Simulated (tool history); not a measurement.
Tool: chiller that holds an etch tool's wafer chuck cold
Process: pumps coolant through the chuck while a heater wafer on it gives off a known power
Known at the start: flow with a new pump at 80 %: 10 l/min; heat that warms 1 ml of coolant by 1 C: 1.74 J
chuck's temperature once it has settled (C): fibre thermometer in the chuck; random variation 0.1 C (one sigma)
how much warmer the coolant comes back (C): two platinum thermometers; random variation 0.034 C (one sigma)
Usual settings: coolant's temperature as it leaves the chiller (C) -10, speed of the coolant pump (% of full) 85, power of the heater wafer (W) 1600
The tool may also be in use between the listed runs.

run,hour,coolant's temperature as it leaves the chiller (C),speed of the coolant pump (% of full),power of the heater wafer (W),chuck's temperature once it has settled (C),how much warmer the coolant comes back (C)
1,0.0,-10,85,1600,2.5,5.81
2,88.4,-10,85,1600,2.8,5.82
3,208.4,-10,85,1600,2.7,5.83
# hour 282.6: coolant changed, channels flushed
4,311.9,-10,68,1600,3.0,7.24
# hour 444.5: coolant pump overhauled
5,477.3,-10,68,1600,2.1,6.51
6,689.7,-10,68,1600,2.0,6.54
7,891.6,-18,85,1600,-7.1,5.26
8,984.9,-10,85,1365,-0.7,4.49
9,1171.4,-13,85,1600,-2.1,5.33
10,1286.2,-10,85,1047,-2.7,3.49
11,1412.0,-10,85,1600,0.9,5.33
12,1542.8,-10,85,1600,1.3,5.34
13,1709.4,-10,96,1554,0.5,4.62
14,1849.3,-10,85,1492,0.6,5.04
15,1955.1,-10,85,1492,0.9,5.06
16,2069.1,-13,73,1617,-0.2,6.35
# hour 2085.0: chiller's thermometer calibrated
17,2236.1,-7,71,1999,9.1,8.11
18,2380.2,-7,71,1999,9.4,8.09
19,2583.8,-10,65,808,-2.9,3.60
20,2782.6,-10,65,808,-2.6,3.55
21,2902.6,-10,65,808,-2.8,3.64
22,3020.7,-10,65,808,-2.4,3.66

Hidden state or all else? Some run-to-run changes of chuck's temperature once it has settled (C), split into what the settings, what came in and random variation would give without the hidden state, and what is left for the hidden state (with any gauge scatter that isn't in both results):
The hidden state here: heat passed by the chuck's channels, % of clean ones'; flow at a given pump speed, % of a new pump's; coolant's true temperature over the reading, C; drift of the gauge itself on chuck_c, C; drift of the gauge itself on warmer_back_c, C.
Run 3 -> 4: speed of the coolant pump (% of full) 85 -> 68, coolant changed, channels flushed. chuck's temperature once it has settled (C) +0.3: hidden state -1.3, all else +1.6.
Run 4 -> 5: coolant pump overhauled. chuck's temperature once it has settled (C) -0.9: hidden state -0.9, all else +0.0.
Run 16 -> 17: coolant's temperature as it leaves the chiller (C) -13 -> -7, speed of the coolant pump (% of full) 73 -> 71, power of the heater wafer (W) 1617 -> 1999, chiller's thermometer calibrated. chuck's temperature once it has settled (C) +9.3: hidden state +0.5, all else +8.8.
Run 18 -> 19: coolant's temperature as it leaves the chiller (C) -7 -> -10, speed of the coolant pump (% of full) 71 -> 65, power of the heater wafer (W) 1999 -> 808. chuck's temperature once it has settled (C) -12.3: hidden state -0.9, all else -11.4.
